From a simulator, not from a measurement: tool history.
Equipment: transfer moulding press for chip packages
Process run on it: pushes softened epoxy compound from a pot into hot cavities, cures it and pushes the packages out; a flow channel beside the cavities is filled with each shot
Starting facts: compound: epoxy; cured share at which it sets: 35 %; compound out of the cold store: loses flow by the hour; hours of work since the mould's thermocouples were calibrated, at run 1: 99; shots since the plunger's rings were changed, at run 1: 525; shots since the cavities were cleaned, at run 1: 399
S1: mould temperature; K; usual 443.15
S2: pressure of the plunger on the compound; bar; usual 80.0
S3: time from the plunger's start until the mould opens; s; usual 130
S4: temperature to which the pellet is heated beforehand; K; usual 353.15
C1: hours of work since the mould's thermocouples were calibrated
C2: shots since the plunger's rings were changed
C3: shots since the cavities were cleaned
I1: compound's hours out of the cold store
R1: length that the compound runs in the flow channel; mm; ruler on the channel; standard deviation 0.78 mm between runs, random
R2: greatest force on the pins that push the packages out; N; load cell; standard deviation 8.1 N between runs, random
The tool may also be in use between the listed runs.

Run 1, hour 0.0: usual settings; C1 99; C2 525; C3 399; I1 32.4. Result: R1 502.6 mm, R2 546 N.
At hour 18.0: cavities cleaned with cleaning compound and waxed.
Run 2, hour 40.9: usual settings; C1 119; C2 802; C3 162; I1 23.2. Result: R1 521.6 mm, R2 683 N.
Run 3, hour 82.6: usual settings; C1 140; C2 1094; C3 454; I1 47.6. Result: R1 469.5 mm, R2 672 N.
At hour 94.5: cavities cleaned with cleaning compound and waxed.
Run 4, hour 141.8: usual settings; C1 168; C2 1500; C3 332; I1 32.7. Result: R1 498.7 mm, R2 523 N.
At hour 175.3: cavities cleaned with cleaning compound and waxed.
Run 5, hour 210.5: usual settings; C1 201; C2 1972; C3 247; I1 28.9. Result: R1 506.1 mm, R2 537 N.
At hour 250.4: cavities cleaned with cleaning compound and waxed.
Run 6, hour 291.0: usual settings but S2 76.1 bar; C1 241; C2 2527; C3 285; I1 26.7. Result: R1 496.9 mm, R2 537 N.
At hour 313.3: cavities cleaned with cleaning compound and waxed, once more.
Run 7, hour 345.7: usual settings but S1 437.15 K; C1 267; C2 2902; C3 229; I1 30.2. Result: R1 512.3 mm, R2 779 N.
At hour 388.5: cavities cleaned with cleaning compound and waxed.
Run 8, hour 397.8: usual settings but S3 147 s; C1 292; C2 3257; C3 66; I1 36.6. Result: R1 484.6 mm, R2 417 N.
At hour 412.0: plunger's sealing rings changed.
Run 9, hour 458.0: usual settings but S3 147 s; C1 321; C2 324; C3 472; I1 26.4. Result: R1 514.3 mm, R2 488 N.
At hour 466.3: cavities cleaned with cleaning compound and waxed.
Run 10, hour 498.9: usual settings but S3 147 s; C1 340; C2 600; C3 229; I1 35.2. Result: R1 494.2 mm, R2 454 N.
At hour 546.4: cavities cleaned with cleaning compound and waxed.
Run 11, hour 577.3: usual settings but S1 441.15 K; C1 378; C2 1140; C3 217; I1 44.1. Result: R1 478.2 mm, R2 555 N.
At hour 620.9: cavities cleaned with cleaning compound and waxed.
Run 12, hour 648.5: usual settings but S1 441.15 K; C1 413; C2 1630; C3 194; I1 8.8. Result: R1 557.6 mm, R2 598 N.
Run 13, hour 684.8: usual settings but S1 441.15 K; C1 431; C2 1885; C3 449; I1 13.8. Result: R1 544.4 mm, R2 633 N.
At hour 696.4: cavities cleaned with cleaning compound and waxed.
Run 14, hour 723.5: usual settings but S2 67.4 bar, S4 355.15 K; C1 449; C2 2147; C3 191; I1 40.2. Result: R1 440.4 mm, R2 493 N.
At hour 772.8: cavities cleaned with cleaning compound and waxed.
Run 15, hour 802.4: usual settings but S2 78.6 bar, S4 356.15 K; C1 487; C2 2691; C3 208; I1 24.2. Result: R1 508.5 mm, R2 525 N.
At hour 849.6: cavities cleaned with cleaning compound and waxed.
Run 16, hour 866.4: usual settings but S2 61.7 bar, S4 347.15 K; C1 518; C2 3130; C3 118; I1 15.5. Result: R1 465.6 mm, R2 504 N.
At hour 896.1: plunger's sealing rings changed.
Run 17, hour 912.5: usual settings but S1 438.15 K, S2 65.3 bar, S3 159 s, S4 346.15 K; C1 540; C2 115; C3 424; I1 27.7. Result: R1 473.4 mm, R2 538 N.
At hour 927.8: cavities cleaned with cleaning compound and waxed.
Run 18, hour 972.9: usual settings but S1 438.15 K, S2 65.3 bar, S3 112 s, S4 346.15 K; C1 569; C2 529; C3 316; I1 18.6. Result: R1 490.6 mm, R2 1036 N.
At hour 1003.5: cavities cleaned with cleaning compound and waxed.
Run 19, hour 1053.2: usual settings but S1 438.15 K, S2 65.3 bar, S3 112 s, S4 346.15 K; C1 608; C2 1083; C3 349; I1 36.5. Result: R1 451.7 mm, R2 1000 N.
At hour 1080.8: cavities cleaned with cleaning compound and waxed.
Run 20, hour 1123.4: usual settings but S1 438.15 K, S2 65.3 bar, S3 112 s, S4 346.15 K; C1 642; C2 1566; C3 299; I1 13.4. Result: R1 499.1 mm, R2 1059 N.
At hour 1157.3: mould's thermocouples calibrated.
At hour 1158.8: cavities cleaned with cleaning compound and waxed.
Run 21, hour 1204.0: usual settings but S1 436.15 K, S2 78.7 bar, S3 163 s, S4 350.15 K; C1 22; C2 2108; C3 318; I1 43.2. Result: R1 485.6 mm, R2 570 N.
At hour 1237.6: cavities cleaned with cleaning compound and waxed.
Run 22, hour 1270.0: usual settings but S1 436.15 K, S2 78.7 bar, S3 163 s, S4 350.15 K; C1 54; C2 2561; C3 228; I1 17.1. Result: R1 543.6 mm, R2 569 N.
At hour 1316.5: cavities cleaned with cleaning compound and waxed.
Run 23, hour 1337.3: usual settings but S1 436.15 K, S2 78.7 bar, S3 163 s, S4 350.15 K; C1 87; C2 3023; C3 146; I1 42.8. Result: R1 483.6 mm, R2 517 N.
At hour 1383.8: plunger's sealing rings changed.
At hour 1397.0: cavities cleaned with cleaning compound and waxed.
Run 24, hour 1412.9: usual settings but S3 133 s; C1 122; C2 195; C3 113; I1 14.8. Result: R1 544.0 mm, R2 509 N.
At hour 1472.4: cavities cleaned with cleaning compound and waxed.
Run 25, hour 1474.2: usual settings but S2 64.7 bar, S4 355.15 K; C1 152; C2 615; C3 13; I1 44.9. Result: R1 425.5 mm, R2 463 N.

Alternative continuations, all from the tool just after run 25; predict every row:
Run A, hour 1517.8: usual settings but S2 72.6 bar, S3 143 s, S4 345.15 K; C1 173; C2 921; C3 319; I1 26.1. Result: R1 ?, R2 ?.
Run B, hour 1517.8: usual settings but S1 435.15 K, S2 64.7 bar, S4 355.15 K; C1 173; C2 921; C3 319; I1 18.2. Result: R1 ?, R2 ?.
Run C, hour 1517.8: usual settings but S2 76.8 bar, S3 141 s, S4 355.15 K; C1 173; C2 921; C3 319; I1 14.4. Result: R1 ?, R2 ?.

run     R1   R2
  A  490.5  492
  B  496.2  988
  C  529.4  500
Without the tool's unlogged condition, the same runs would have read:
run     R1   R2
  A  496.0  424
  B  501.9  870
  C  535.2  431
